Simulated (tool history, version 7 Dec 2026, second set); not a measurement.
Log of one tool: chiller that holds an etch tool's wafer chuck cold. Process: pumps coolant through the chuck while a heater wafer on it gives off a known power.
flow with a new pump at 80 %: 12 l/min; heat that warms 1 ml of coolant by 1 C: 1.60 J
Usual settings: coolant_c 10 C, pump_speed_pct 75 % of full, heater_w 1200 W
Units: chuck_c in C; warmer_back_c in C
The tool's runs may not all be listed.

| run | day | coolant_c | pump_speed_pct | heater_w | chuck_c | warmer_back_c |
|---|---|---|---|---|---|---|
| 1 | 0.000 | 10 | 75 | 1200 | 19.1 | 4.02 |
| 2 | 1.142 | 10 | 75 | 1200 | 19.1 | 4.03 |
| 3 | 1.838 | 10 | 75 | 1200 | 19.1 | 4.01 |
| 4 | 2.542 | 10 | 75 | 1200 | 19.1 | 3.98 |
| 5 | 3.375 | 10 | 75 | 1200 | 19.1 | 4.00 |
| 6 | 4.608 | 10 | 75 | 1200 | 19.1 | 4.00 |
| 7 | 5.592 | 9 | 75 | 1200 | 18.2 | 3.98 |
| 8 | 6.725 | 9 | 75 | 1200 | 18.0 | 4.01 |
| 9 | 8.071 | 10 | 75 | 1200 | 18.9 | 3.98 |
| 10 | 8.729 | 10 | 75 | 1200 | 19.1 | 3.97 |
| 11 | 9.804 | 10 | 75 | 1200 | 19.0 | 3.97 |
| 12 | 10.738 | 10 | 63 | 1200 | 20.8 | 4.80 |
| 13 | 11.904 | 10 | 63 | 1200 | 20.6 | 4.79 |
| 14 | 12.658 | 10 | 75 | 1050 | 18.0 | 3.47 |
| 15 | 13.354 | 10 | 75 | 1050 | 18.0 | 3.52 |
| 16 | 14.404 | 16 | 75 | 1200 | 25.2 | 4.03 |
| 17 | 15.129 | 16 | 75 | 802 | 22.3 | 2.71 |
| 18 | 16.225 | 10 | 68 | 1200 | 20.1 | 4.41 |
| 19 | 16.854 | 10 | 87 | 1200 | 18.0 | 3.45 |
| 20 | 18.196 | 2 | 93 | 612 | 6.0 | 1.63 |
| 21 | 19.304 | 13 | 67 | 675 | 18.8 | 2.53 |
| 22 | 20.338 | 16 | 77 | 1031 | 23.9 | 3.35 |
| 23 | 21.129 | 12 | 89 | 753 | 17.1 | 2.11 |
| 24 | 21.788 | 12 | 89 | 753 | 17.0 | 2.08 |
| 25 | 22.708 | 5 | 72 | 1233 | 14.8 | 4.31 |
| 26 | 23.329 | 5 | 96 | 718 | 9.5 | 1.87 |
| 27 | 24.138 | 5 | 96 | 734 | 9.5 | 1.89 |
| 28 | 24.996 | 2 | 92 | 847 | 7.4 | 2.30 |
| 29 | 26.038 | 20 | 75 | 1561 | 31.9 | 5.21 |
| 30 | 27.142 | 20 | 65 | 1056 | 29.4 | 4.14 |
| 31 | 28.062 | 7 | 79 | 902 | 13.5 | 2.81 |

Taken out of this log: 2 entries between the listed runs. Where each belongs, and how the hidden state differs across it:
Between runs 20 and 21: chiller's thermometer calibrated (day 18.304)
  heat passed by the chuck's channels, % of clean ones': 96.3 -> 96.2
  measured less the result without the state, chuck_c: +0.1 -> +0.2 C
Between runs 25 and 26: chiller's thermometer calibrated, once more (day 23.138)
  heat passed by the chuck's channels, % of clean ones': 96 -> 95.9; flow at a given pump speed, % of a new pump's: 99.7 -> 99.6; coolant's true temperature over the reading, C: -0.03 -> -0.01
  measured less the result without the state, chuck_c: +0.3 -> +0.1 C
